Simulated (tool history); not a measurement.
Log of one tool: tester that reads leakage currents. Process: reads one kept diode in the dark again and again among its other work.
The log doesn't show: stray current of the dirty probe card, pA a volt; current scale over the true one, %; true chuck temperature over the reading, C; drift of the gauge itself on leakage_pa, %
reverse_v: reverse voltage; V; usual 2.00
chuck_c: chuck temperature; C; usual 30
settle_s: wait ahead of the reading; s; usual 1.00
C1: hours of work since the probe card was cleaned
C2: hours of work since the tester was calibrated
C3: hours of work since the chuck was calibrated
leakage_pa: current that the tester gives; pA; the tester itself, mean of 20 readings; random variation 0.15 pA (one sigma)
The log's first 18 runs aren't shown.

run 19 day=15.388 | reverse_v=2.00 chuck_c=30 settle_s=1.00 | C1=1978 C2=1094 C3=682 | leakage_pa=47.07
run 20 day=16.658 | reverse_v=2.00 chuck_c=30 settle_s=1.72 | C1=2001 C2=1117 C3=705 | leakage_pa=46.89
run 21 day=17.250 | reverse_v=1.10 chuck_c=30 settle_s=9.23 | C1=2012 C2=1128 C3=715 | leakage_pa=37.30
run 22 day=18.000 | reverse_v=2.46 chuck_c=23 settle_s=0.34 | C1=2026 C2=1141 C3=729 | leakage_pa=28.28
run 23 day=18.942 | reverse_v=1.53 chuck_c=25 settle_s=0.54 | C1=2043 C2=1158 C3=746 | leakage_pa=28.09
run 24 day=19.971 | reverse_v=3.58 chuck_c=47 settle_s=1.21 | C1=2062 C2=1177 C3=765 | leakage_pa=223.15
run 25 day=21.225 | reverse_v=1.29 chuck_c=21 settle_s=2.12 | C1=2085 C2=1200 C3=788 | leakage_pa=18.26
run 26 day=22.096 | reverse_v=14.99 chuck_c=34 settle_s=0.42 | C1=2100 C2=1216 C3=804 | leakage_pa=142.25
run 27 day=23.267 | reverse_v=14.99 chuck_c=34 settle_s=6.54 | C1=2122 C2=1237 C3=825 | leakage_pa=139.10
run 28 day=24.467 | reverse_v=8.78 chuck_c=26 settle_s=1.00 | C1=2144 C2=1259 C3=847 | leakage_pa=59.07
run 29 day=25.200 | reverse_v=2.09 chuck_c=27 settle_s=0.73 | C1=2157 C2=1272 C3=860 | leakage_pa=37.15
run 30 day=25.742 | reverse_v=11.35 chuck_c=37 settle_s=1.00 | C1=2167 C2=1282 C3=870 | leakage_pa=160.31
run 31 day=26.629 | reverse_v=11.35 chuck_c=37 settle_s=1.00 | C1=2183 C2=1298 C3=886 | leakage_pa=159.92
run 32 day=27.908 | reverse_v=11.35 chuck_c=37 settle_s=1.00 | C1=2206 C2=1322 C3=910 | leakage_pa=160.18
run 33 day=28.888 | reverse_v=11.35 chuck_c=37 settle_s=1.00 | C1=2224 C2=1339 C3=927 | leakage_pa=160.40
run 34 day=29.729 | reverse_v=2.00 chuck_c=29 settle_s=1.00 | C1=2239 C2=1355 C3=943 | leakage_pa=43.13
run 35 day=31.000 | reverse_v=12.11 chuck_c=57 settle_s=6.52 | C1=2263 C2=1378 C3=966 | leakage_pa=728.35
run 36 day=31.571 | reverse_v=10.98 chuck_c=42 settle_s=6.41 | C1=2273 C2=1388 C3=976 | leakage_pa=232.36
run 37 day=32.425 | reverse_v=5.66 chuck_c=26 settle_s=1.00 | C1=2288 C2=1404 C3=992 | leakage_pa=49.71
run 38 day=33.283 | reverse_v=5.58 chuck_c=26 settle_s=1.00 | C1=2304 C2=1420 C3=1007 | leakage_pa=49.38

Forecast each of these 5 alternatives for the next run:
run A day=34.042 | reverse_v=2.00 chuck_c=30 settle_s=2.72 | C1=2318 C2=1433 C3=1021 | leakage_pa=?
run B day=34.042 | reverse_v=8.37 chuck_c=26 settle_s=1.00 | C1=2318 C2=1433 C3=1021 | leakage_pa=?
run C day=34.042 | reverse_v=2.39 chuck_c=52 settle_s=0.85 | C1=2318 C2=1433 C3=1021 | leakage_pa=?
run D day=34.042 | reverse_v=10.24 chuck_c=47 settle_s=2.22 | C1=2318 C2=1433 C3=1021 | leakage_pa=?
run E day=34.042 | reverse_v=6.81 chuck_c=26 settle_s=1.00 | C1=2318 C2=1433 C3=1021 | leakage_pa=?

run=A leakage_pa=46.59
run=B leakage_pa=57.95
run=C leakage_pa=276.65
run=D leakage_pa=329.71
run=E leakage_pa=53.46
Without the tool's hidden state the same runs would have given:
run=A leakage_pa=46.64
run=B leakage_pa=57.96
run=C leakage_pa=276.95
run=D leakage_pa=330.02
run=E leakage_pa=53.48
